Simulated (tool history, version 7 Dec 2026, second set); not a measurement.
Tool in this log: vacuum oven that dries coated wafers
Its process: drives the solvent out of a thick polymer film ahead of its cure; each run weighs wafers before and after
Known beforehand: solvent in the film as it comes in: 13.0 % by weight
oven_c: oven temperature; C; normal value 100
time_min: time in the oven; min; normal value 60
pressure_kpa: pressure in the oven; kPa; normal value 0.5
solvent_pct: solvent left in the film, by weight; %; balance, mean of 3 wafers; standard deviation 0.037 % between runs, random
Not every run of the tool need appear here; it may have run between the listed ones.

run     day  oven_c  time_min  pressure_kpa  solvent_pct
  1       0     100        60           0.5         1.52
  2   0.725     100        60           0.5          1.6
  3   1.521     100        60           0.5         1.55
  4   2.058     100        40           0.5         2.59
  5   2.783     100        48           0.5         2.07
  6   3.312     100        48           0.5         2.09
  7   3.825     100        48           0.5         2.09
  8   4.608     106        60           0.5         0.92
  9   5.071     100        60           0.5         1.51
 10   5.721     100        60           0.5         1.54
 11   6.312     100        60           0.5         1.56
 12   6.808     105        60         0.338         0.78
 13     7.4      94        91          1.21         2.73
 14   8.146     103        71         1.581         2.08
 15   8.738     109        44         0.577         1.04
 16   9.462     110        60         1.035         1.11
 17  10.079      99        60         0.921         2.29
 18  10.446      99        40         0.921         3.25
 19  11.112      99        40         0.921         3.29
 20  11.662      99        40         0.921         3.27
 21  12.092      99        54         0.921         2.46
 22  12.542      91        54           0.3          3.5

Each row is a separate what-if for the run after 22, all from the same tool condition, not one after another. Results?
  A  12.954      91        74           0.3            ?
  B  12.954     100        60         0.614            ?
  C  12.954     107        52           0.3            ?
  D  12.954      86        54           0.3            ?

run  solvent_pct
  A         2.44
  B         1.65
  C         0.82
  D         4.83
Stripped of hidden state, with their random variation kept, the same runs would have yielded:
run  solvent_pct
  A         2.22
  B         1.47
  C         0.65
  D         4.64

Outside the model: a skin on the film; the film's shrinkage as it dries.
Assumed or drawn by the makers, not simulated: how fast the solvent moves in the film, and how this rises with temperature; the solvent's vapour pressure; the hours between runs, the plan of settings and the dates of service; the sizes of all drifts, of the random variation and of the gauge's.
